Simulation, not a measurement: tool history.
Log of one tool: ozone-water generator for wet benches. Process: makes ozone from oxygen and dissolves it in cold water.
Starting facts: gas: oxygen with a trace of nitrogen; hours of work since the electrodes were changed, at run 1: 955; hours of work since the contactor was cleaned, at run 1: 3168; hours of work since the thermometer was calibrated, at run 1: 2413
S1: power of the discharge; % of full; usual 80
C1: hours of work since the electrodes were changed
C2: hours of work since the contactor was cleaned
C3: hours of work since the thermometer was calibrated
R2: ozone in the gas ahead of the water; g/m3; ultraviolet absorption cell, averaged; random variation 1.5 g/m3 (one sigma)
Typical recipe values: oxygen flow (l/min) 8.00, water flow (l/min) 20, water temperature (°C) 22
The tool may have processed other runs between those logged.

Run 1, hour 0.0: usual settings; C1 955; C2 3168; C3 2413. Result: dissolved ozone (ppm) 30.1, R2 268.3 g/m3.
Run 2, hour 36.4: usual settings; C1 982; C2 3195; C3 2441. Result: dissolved ozone (ppm) 30.1, R2 264.9 g/m3.
Run 3, hour 52.5: usual settings; C1 995; C2 3208; C3 2453. Result: dissolved ozone (ppm) 29.9, R2 265.2 g/m3.
Run 4, hour 89.4: usual settings; C1 1023; C2 3236; C3 2481. Result: dissolved ozone (ppm) 30.1, R2 267.2 g/m3.
Run 5, hour 120.5: usual settings but water temperature (°C) 17; C1 1047; C2 3260; C3 2505. Result: dissolved ozone (ppm) 33.1, R2 267.9 g/m3.
Run 6, hour 137.0: usual settings; C1 1059; C2 3272; C3 2518. Result: dissolved ozone (ppm) 30.1, R2 267.8 g/m3.
Run 7, hour 152.3: usual settings; C1 1071; C2 3284; C3 2529. Result: dissolved ozone (ppm) 29.9, R2 266.5 g/m3.
Run 8, hour 182.3: usual settings but S1 64 % of full; C1 1094; C2 3307; C3 2552. Result: dissolved ozone (ppm) 24.3, R2 217.6 g/m3.
Run 9, hour 213.6: usual settings but S1 64 % of full; C1 1118; C2 3331; C3 2576. Result: dissolved ozone (ppm) 24.5, R2 216.5 g/m3.
Run 10, hour 236.4: usual settings but S1 64 % of full; C1 1135; C2 3348; C3 2594. Result: dissolved ozone (ppm) 24.9, R2 216.9 g/m3.
Run 11, hour 273.8: usual settings but S1 64 % of full; C1 1164; C2 3377; C3 2622. Result: dissolved ozone (ppm) 24.5, R2 217.7 g/m3.
Run 12, hour 292.5: usual settings; C1 1178; C2 3391; C3 2637. Result: dissolved ozone (ppm) 29.7, R2 263.0 g/m3.
Run 13, hour 314.3: usual settings but oxygen flow (l/min) 10.89; C1 1195; C2 3408; C3 2653. Result: dissolved ozone (ppm) 30.7, R2 240.3 g/m3.
Run 14, hour 344.0: usual settings but oxygen flow (l/min) 10.89; C1 1218; C2 3431; C3 2676. Result: dissolved ozone (ppm) 30.7, R2 239.9 g/m3.
Run 15, hour 372.0: usual settings but water flow (l/min) 23; C1 1239; C2 3452; C3 2697. Result: dissolved ozone (ppm) 26.7, R2 264.1 g/m3.
Run 16, hour 394.3: usual settings but water flow (l/min) 17; C1 1256; C2 3469; C3 2715. Result: dissolved ozone (ppm) 32.8, R2 261.4 g/m3.
Run 17, hour 430.9: usual settings but water flow (l/min) 17; C1 1284; C2 3497; C3 2743. Result: dissolved ozone (ppm) 33.1, R2 263.9 g/m3.
Run 18, hour 460.4: usual settings but oxygen flow (l/min) 7.79, water flow (l/min) 25; C1 1307; C2 3520; C3 2765. Result: dissolved ozone (ppm) 24.8, R2 265.6 g/m3.
Run 19, hour 494.2: usual settings but oxygen flow (l/min) 7.79, water flow (l/min) 25; C1 1333; C2 3546; C3 2791. Result: dissolved ozone (ppm) 25.1, R2 267.7 g/m3.
Run 20, hour 520.9: usual settings but oxygen flow (l/min) 7.79, water flow (l/min) 25; C1 1353; C2 3566; C3 2811. Result: dissolved ozone (ppm) 24.6, R2 266.7 g/m3.
At hour 526.4: contactor cleaned.
Run 21, hour 555.5: usual settings but S1 75 % of full, water flow (l/min) 12; C1 1377; C2 22; C3 2835. Result: dissolved ozone (ppm) 38.5, R2 247.5 g/m3.
Run 22, hour 581.5: usual settings but S1 75 % of full, water flow (l/min) 12; C1 1396; C2 42; C3 2855. Result: dissolved ozone (ppm) 38.4, R2 246.4 g/m3.
Run 23, hour 610.2: usual settings but S1 75 % of full, water flow (l/min) 12; C1 1418; C2 64; C3 2877. Result: dissolved ozone (ppm) 38.6, R2 245.7 g/m3.
Run 24, hour 634.1: usual settings but S1 70 % of full, oxygen flow (l/min) 10.85, water flow (l/min) 32; C1 1437; C2 82; C3 2895. Result: dissolved ozone (ppm) 18.8, R2 211.8 g/m3.
Run 25, hour 670.8: usual settings but S1 70 % of full, oxygen flow (l/min) 10.85, water flow (l/min) 32; C1 1465; C2 110; C3 2923. Result: dissolved ozone (ppm) 18.5, R2 211.0 g/m3.
Run 26, hour 690.8: usual settings but S1 70 % of full, oxygen flow (l/min) 10.85, water flow (l/min) 32; C1 1480; C2 126; C3 2938. Result: dissolved ozone (ppm) 18.4, R2 212.2 g/m3.
Run 27, hour 712.4: usual settings but S1 43 % of full, oxygen flow (l/min) 5.25, water flow (l/min) 32, water temperature (°C) 15; C1 1497; C2 142; C3 2955. Result: dissolved ozone (ppm) 10.9, R2 171.9 g/m3.
At hour 725.8: contactor cleaned, once more.
Run 28, hour 750.3: usual settings but S1 43 % of full, oxygen flow (l/min) 5.25, water flow (l/min) 32, water temperature (°C) 15; C1 1523; C2 19; C3 2981. Result: dissolved ozone (ppm) 11.6, R2 171.7 g/m3.
Run 29, hour 767.2: usual settings but S1 43 % of full, oxygen flow (l/min) 5.25, water flow (l/min) 32, water temperature (°C) 15; C1 1536; C2 32; C3 2994. Result: dissolved ozone (ppm) 11.6, R2 171.4 g/m3.
Run 30, hour 791.2: usual settings but S1 43 % of full, oxygen flow (l/min) 5.25, water flow (l/min) 32, water temperature (°C) 15; C1 1554; C2 50; C3 3012. Result: dissolved ozone (ppm) 11.7, R2 171.5 g/m3.
Run 31, hour 823.1: usual settings but S1 43 % of full, oxygen flow (l/min) 5.25, water flow (l/min) 32, water temperature (°C) 15; C1 1578; C2 74; C3 3037. Result: dissolved ozone (ppm) 11.6, R2 171.4 g/m3.
Run 32, hour 847.8: usual settings but S1 43 % of full, oxygen flow (l/min) 5.25, water flow (l/min) 32, water temperature (°C) 15; C1 1597; C2 93; C3 3055. Result: dissolved ozone (ppm) 11.7, R2 171.3 g/m3.
Run 33, hour 870.5: usual settings but S1 43 % of full, oxygen flow (l/min) 5.25, water flow (l/min) 32, water temperature (°C) 15; C1 1615; C2 111; C3 3073. Result: dissolved ozone (ppm) 11.4, R2 172.4 g/m3.

Here are 3 independent what-if runs from the current tool condition. What would each one return?
Run A, hour 898.2: usual settings but S1 58 % of full; C1 1636; C2 132; C3 3094. Result: dissolved ozone (ppm) ?, R2 ?.
Run B, hour 898.2: usual settings but S1 48 % of full, oxygen flow (l/min) 5.25, water flow (l/min) 15, water temperature (°C) 17; C1 1636; C2 132; C3 3094. Result: dissolved ozone (ppm) ?, R2 ?.
Run C, hour 898.2: usual settings but oxygen flow (l/min) 7.55, water temperature (°C) 16; C1 1636; C2 132; C3 3094. Result: dissolved ozone (ppm) ?, R2 ?.

run  dissolved ozone (ppm)     R2
  A                   22.5  196.1
  B                   24.6  190.0
  C                   33.4  267.1
What these runs would have given with no unlogged condition in the tool:
run  dissolved ozone (ppm)     R2
  A                   23.5  204.6
  B                   25.5  196.4
  C                   35.5  282.8

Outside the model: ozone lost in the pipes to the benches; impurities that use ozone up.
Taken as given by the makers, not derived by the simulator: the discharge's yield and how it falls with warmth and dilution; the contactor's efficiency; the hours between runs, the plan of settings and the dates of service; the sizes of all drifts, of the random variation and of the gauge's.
